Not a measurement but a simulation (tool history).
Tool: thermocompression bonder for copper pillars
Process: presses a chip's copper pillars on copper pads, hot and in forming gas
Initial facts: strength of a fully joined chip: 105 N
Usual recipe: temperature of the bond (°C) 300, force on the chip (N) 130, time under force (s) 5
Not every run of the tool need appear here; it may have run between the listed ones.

run	hour	temperature of the bond (°C)	force on the chip (N)	time under force (s)	force that shears a chip off (N)
1	0	300	130	5	46.7
2	74.5	300	130	8	53.5
3	158.6	297	130	5	48
4	197.3	300	130	5	49.1
5	257.8	300	130	5	49.2
6	336.3	300	107	5	41.4
7	392.1	300	130	5	50.2
8	478.2	300	130	5	52
9	567.1	300	79	5	29.7
10	627.3	300	163	5	54.9
11	690.3	300	163	5	58.6
12	753	300	163	5	58
13	823.6	300	130	8	56.8
14	872.2	300	130	8	55.4
15	931	300	130	8	55.8
16	994.8	300	130	8	58.3
17	1041	300	130	8	59.8
18	1125.1	300	130	8	61.2
19	1173.8	300	130	8	60.9
20	1245.5	300	130	8	56.6
21	1308.8	300	184	5	62.3
22	1393.4	300	117	10	55.6
23	1456.7	300	117	10	53.4
24	1505	279	130	3	29.4
25	1558.1	281	130	9	48.5
26	1613.8	281	167	9	61.1
27	1681.2	323	84	5	39.3
28	1734.1	282	130	7	45.6
29	1794.1	300	150	6	55.7
30	1853.1	300	150	6	59.1
31	1932.7	300	81	3	26.9
32	2003.5	300	112	4	36.5
33	2042.2	300	112	4	35.8
34	2103.4	300	112	4	38.5
35	2158.4	300	139	12	65.4
36	2229.1	300	139	12	65.5
37	2299	300	139	12	66.6
38	2359.2	300	139	12	65.4
39	2420.7	278	130	9	50.3
40	2468.8	278	130	9	50.2

Taken out of this log: 13 entries between the listed runs. Where each belongs, and how the hidden state differs across it:
Runs 2 to 3: forming gas filter changed (hour 99.2)
  true temperature of the bond over the reading, C: 6.5 -> 7.9; force that reaches the chip, % of what is set: 103.2 -> 103.6; oxide that the forming gas leaves, % of the face: 6.06 -> 1.78
  measured value less the no-hidden-state value, force that shears a chip off (N): +0.9 -> +3.8
Runs 6 to 7: forming gas filter changed (hour 386.7)
  true temperature of the bond over the reading, C: 11.2 -> 12.4; force that reaches the chip, % of what is set: 104.2 -> 104.4; oxide that the forming gas leaves, % of the face: 5.62 -> 0.81
  measured value less the no-hidden-state value, force that shears a chip off (N): +3.3 -> +6.4
Runs 8 to 9: heater calibrated with a thermocouple chip (hour 492)
  true temperature of the bond over the reading, C: 13.8 -> 2.5; force that reaches the chip, % of what is set: 104.8 -> 105.1; oxide that the forming gas leaves, % of the face: 2.71 -> 4.57
  measured value less the no-hidden-state value, force that shears a chip off (N): +6.2 -> +0.9
Runs 10 to 11: forming gas filter changed (hour 671.5)
  true temperature of the bond over the reading, C: 3.6 -> 4.7; force that reaches the chip, % of what is set: 105.4 -> 105.6; oxide that the forming gas leaves, % of the face: 5.83 -> 1.08
  measured value less the no-hidden-state value, force that shears a chip off (N): +0.6 -> +3.9
Runs 15 to 16: forming gas filter changed (hour 953.6)
  true temperature of the bond over the reading, C: 9.1 -> 10.3; force that reaches the chip, % of what is set: 106.6 -> 106.8; oxide that the forming gas leaves, % of the face: 6.25 -> 1.48
  measured value less the no-hidden-state value, force that shears a chip off (N): +3.1 -> +6.5
Runs 19 to 20: heater calibrated with a thermocouple chip (hour 1236.9); forming gas filter changed (hour 1244)
  true temperature of the bond over the reading, C: 13.6 -> 0.2; force that reaches the chip, % of what is set: 107.5 -> 107.7; oxide that the forming gas leaves, % of the face: 5.27 -> 0.59
  measured value less the no-hidden-state value, force that shears a chip off (N): +6.1 -> +3
Runs 22 to 23: force cell calibrated (hour 1456.7)
  true temperature of the bond over the reading, C: 3 -> 4.1; force that reaches the chip, % of what is set: 108.3 -> 101.3; oxide that the forming gas leaves, % of the face: 3.79 -> 5.12
  measured value less the no-hidden-state value, force that shears a chip off (N): +2.6 -> -0.3
Runs 24 to 25: forming gas filter changed (hour 1531.5)
  true temperature of the bond over the reading, C: 4.9 -> 5.8; force that reaches the chip, % of what is set: 101.5 -> 101.7; oxide that the forming gas leaves, % of the face: 6.23 -> 1.09
  measured value less the no-hidden-state value, force that shears a chip off (N): +0.2 -> +2.8
Runs 29 to 30: forming gas filter changed (hour 1813.9)
  true temperature of the bond over the reading, C: 10.3 -> 11.3; force that reaches the chip, % of what is set: 102.6 -> 102.9; oxide that the forming gas leaves, % of the face: 6.31 -> 1.36
  measured value less the no-hidden-state value, force that shears a chip off (N): +2.1 -> +5.6
Runs 31 to 32: heater calibrated with a thermocouple chip (hour 1985.9)
  true temperature of the bond over the reading, C: 12.8 -> 0.5; force that reaches the chip, % of what is set: 103.2 -> 103.4; oxide that the forming gas leaves, % of the face: 3.04 -> 4.5
  measured value less the no-hidden-state value, force that shears a chip off (N): +3.4 -> -0.3
Runs 33 to 34: forming gas filter changed (hour 2099)
  true temperature of the bond over the reading, C: 1.2 -> 2.3; force that reaches the chip, % of what is set: 103.6 -> 103.8; oxide that the forming gas leaves, % of the face: 5.35 -> 0.64
  measured value less the no-hidden-state value, force that shears a chip off (N): -0.3 -> +1.9
Runs 38 to 39: forming gas filter changed (hour 2381.2)
  true temperature of the bond over the reading, C: 7 -> 8.2; force that reaches the chip, % of what is set: 104.8 -> 105.1; oxide that the forming gas leaves, % of the face: 5.98 -> 1.4
  measured value less the no-hidden-state value, force that shears a chip off (N): +1.4 -> +5.1

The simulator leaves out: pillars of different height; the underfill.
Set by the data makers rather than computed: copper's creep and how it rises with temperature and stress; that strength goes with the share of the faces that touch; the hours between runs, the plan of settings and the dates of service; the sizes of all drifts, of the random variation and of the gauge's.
